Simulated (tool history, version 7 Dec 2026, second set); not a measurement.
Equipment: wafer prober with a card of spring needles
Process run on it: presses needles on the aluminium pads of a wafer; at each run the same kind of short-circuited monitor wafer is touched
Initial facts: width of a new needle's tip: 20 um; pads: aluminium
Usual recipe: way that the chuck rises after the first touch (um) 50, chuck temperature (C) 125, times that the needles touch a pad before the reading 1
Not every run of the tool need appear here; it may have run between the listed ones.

run,hour,way that the chuck rises after the first touch (um),chuck temperature (C),times that the needles touch a pad before the reading,resistance of one needle with its contact and lead (mohm),way that a needle slides on the pad (um)
1,0.0,50,125,1,235,8.51
# hour 4.4: tips cleaned on abrasive film
# hour 9.8: tips cleaned on abrasive film
# hour 14.2: tips cleaned on abrasive film
2,17.4,50,125,1,305,8.48
# hour 18.6: tips cleaned on abrasive film
# hour 23.8: tips cleaned on abrasive film
# hour 28.6: tips cleaned on abrasive film
3,28.6,50,125,1,223,8.36
# hour 33.9: tips cleaned on abrasive film
# hour 39.2: tips cleaned on abrasive film
4,41.2,50,125,1,291,8.40
# hour 44.5: tips cleaned on abrasive film
# hour 49.9: tips cleaned on abrasive film
# hour 54.3: tips cleaned on abrasive film
5,54.5,50,125,1,231,8.32
# hour 58.9: tips cleaned on abrasive film
# hour 64.2: tips cleaned on abrasive film
# hour 69.6: tips cleaned on abrasive film
6,71.2,50,125,1,291,8.38
# hour 74.5: tips cleaned on abrasive film
# hour 79.9: tips cleaned on abrasive film
# hour 85.3: tips cleaned on abrasive film
7,86.1,50,125,2,243,8.24
# hour 90.3: tips cleaned on abrasive film
# hour 95.8: tips cleaned on abrasive film
# hour 101.2: tips cleaned on abrasive film
8,101.7,50,125,2,230,8.10
# hour 106.0: tips cleaned on abrasive film
# hour 111.0: tips cleaned on abrasive film
9,113.1,50,125,2,270,8.15
# hour 116.3: tips cleaned on abrasive film
# hour 121.7: tips cleaned on abrasive film
10,122.1,50,125,2,234,8.10
# hour 127.1: tips cleaned on abrasive film
# hour 132.5: tips cleaned on abrasive film
# hour 137.7: tips cleaned on abrasive film
11,137.7,50,125,1,228,8.20
# hour 142.8: tips cleaned on abrasive film
# hour 148.2: tips cleaned on abrasive film
12,151.2,50,125,1,330,8.09
# hour 153.4: tips cleaned on abrasive film
# hour 158.6: tips cleaned on abrasive film
13,161.7,61,67,3,229,10.07
# hour 163.9: tips cleaned on abrasive film
# hour 168.3: tips cleaned on abrasive film
# hour 173.4: tips cleaned on abrasive film
# hour 178.8: tips cleaned on abrasive film
14,179.6,61,67,3,209,9.93
# hour 183.8: tips cleaned on abrasive film
# hour 189.0: tips cleaned on abrasive film
# hour 194.2: tips cleaned on abrasive film
15,195.8,30,33,2,374,4.49
# hour 199.0: tips cleaned on abrasive film
# hour 203.9: tips cleaned on abrasive film
# hour 209.2: tips cleaned on abrasive film
16,210.0,30,33,2,307,4.36
# hour 214.1: tips cleaned on abrasive film
# hour 219.1: tips cleaned on abrasive film
17,222.2,30,33,2,461,4.23
# hour 223.5: height of the first contact set anew
# hour 224.7: tips cleaned on abrasive film
# hour 229.3: tips cleaned on abrasive film
# hour 233.7: tips cleaned on abrasive film
18,234.9,51,123,1,270,9.16
# hour 238.2: tips cleaned on abrasive film
# hour 243.0: tips cleaned on abrasive film
19,244.1,63,34,1,229,11.36
# hour 247.4: tips cleaned on abrasive film
# hour 252.4: tips cleaned on abrasive film
20,252.9,63,34,1,211,11.28
# hour 257.3: tips cleaned on abrasive film
# hour 262.6: tips cleaned on abrasive film
# hour 267.3: tips cleaned on abrasive film
21,269.2,38,124,1,332,6.74
# hour 272.5: tips cleaned on abrasive film
# hour 277.9: tips cleaned on abrasive film
22,280.2,38,124,1,352,6.60
# hour 282.4: tips cleaned on abrasive film
# hour 286.7: tips cleaned on abrasive film
# hour 291.1: tips cleaned on abrasive film
# hour 296.4: tips cleaned on abrasive film
23,298.1,38,124,1,350,6.77

5 options for the next run, each taken on its own from the tool as it stands now. Forecast them:
# hour 301.2: tips cleaned on abrasive film
# hour 306.4: tips cleaned on abrasive film
# hour 311.6: tips cleaned on abrasive film
# hour 316.4: tips cleaned on abrasive film
A,316.4,38,124,3,?,?
# hour 301.2: tips cleaned on abrasive film
# hour 306.4: tips cleaned on abrasive film
# hour 311.6: tips cleaned on abrasive film
# hour 316.4: tips cleaned on abrasive film
B,316.4,38,103,1,?,?
# hour 301.2: tips cleaned on abrasive film
# hour 306.4: tips cleaned on abrasive film
# hour 311.6: tips cleaned on abrasive film
# hour 316.4: tips cleaned on abrasive film
C,316.4,52,50,2,?,?
# hour 301.2: tips cleaned on abrasive film
# hour 306.4: tips cleaned on abrasive film
# hour 311.6: tips cleaned on abrasive film
# hour 316.4: tips cleaned on abrasive film
D,316.4,38,124,2,?,?
# hour 301.2: tips cleaned on abrasive film
# hour 306.4: tips cleaned on abrasive film
# hour 311.6: tips cleaned on abrasive film
# hour 316.4: tips cleaned on abrasive film
E,316.4,38,124,2,?,?

run,resistance of one needle with its contact and lead (mohm),way that a needle slides on the pad (um)
A,228,6.60
B,229,6.58
C,202,9.04
D,231,6.60
E,226,6.48
With no hidden state in the tool, these same runs would have given:
run,resistance of one needle with its contact and lead (mohm),way that a needle slides on the pad (um)
A,218,6.88
B,209,6.86
C,194,9.32
D,218,6.88
E,213,6.75
